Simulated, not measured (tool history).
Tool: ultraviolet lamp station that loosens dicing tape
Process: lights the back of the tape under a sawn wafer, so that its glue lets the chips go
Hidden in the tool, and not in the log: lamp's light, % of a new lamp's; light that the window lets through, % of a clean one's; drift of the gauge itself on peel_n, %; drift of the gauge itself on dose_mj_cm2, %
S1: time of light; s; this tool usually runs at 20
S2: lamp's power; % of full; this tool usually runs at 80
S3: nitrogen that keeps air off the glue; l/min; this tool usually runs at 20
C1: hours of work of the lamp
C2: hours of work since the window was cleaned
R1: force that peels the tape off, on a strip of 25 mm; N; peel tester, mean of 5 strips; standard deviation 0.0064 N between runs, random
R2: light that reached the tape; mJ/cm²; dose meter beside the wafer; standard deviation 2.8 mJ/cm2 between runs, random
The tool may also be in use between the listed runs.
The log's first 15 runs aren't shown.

run 16 hour=536.3 | S1=23 S2=80 S3=20 | C1=697 C2=601 | R1=0.17 R2=447
run 17 hour=581.8 | S1=23 S2=80 S3=20 | C1=719 C2=623 | R1=0.172 R2=453
run 18 hour=616 | S1=23 S2=80 S3=20 | C1=735 C2=639 | R1=0.175 R2=452
-- hour=629.2 window cleaned of glue's vapour
run 19 hour=645.1 | S1=23 S2=80 S3=20 | C1=749 C2=8 | R1=0.178 R2=448
run 20 hour=673.6 | S1=23 S2=64 S3=20 | C1=763 C2=21 | R1=0.229 R2=359
run 21 hour=700.7 | S1=11 S2=67 S3=11 | C1=776 C2=35 | R1=1.387 R2=178
run 22 hour=735.8 | S1=11 S2=90 S3=11 | C1=793 C2=52 | R1=0.798 R2=241
run 23 hour=777.6 | S1=25 S2=75 S3=14 | C1=813 C2=72 | R1=0.196 R2=453
run 24 hour=812.2 | S1=14 S2=79 S3=7 | C1=830 C2=88 | R1=0.917 R2=266
run 25 hour=853.2 | S1=40 S2=80 S3=20 | C1=850 C2=108 | R1=0.158 R2=774
run 26 hour=877.9 | S1=16 S2=61 S3=13 | C1=862 C2=120 | R1=0.709 R2=239
run 27 hour=928.4 | S1=38 S2=61 S3=16 | C1=886 C2=145 | R1=0.158 R2=573
run 28 hour=972.2 | S1=15 S2=80 S3=20 | C1=907 C2=166 | R1=0.316 R2=294
run 29 hour=1008.8 | S1=11 S2=80 S3=18 | C1=925 C2=183 | R1=0.671 R2=217

Forecast run 30:
run 30 hour=1057.4 | S1=11 S2=80 S3=18 | C1=948 C2=207 | R1=? R2=?

Run 30 yielded R1 0.681 N, R2 217 mJ/cm².
With no hidden state in the tool, this same run would have given R1 0.679 N, R2 217 mJ/cm².
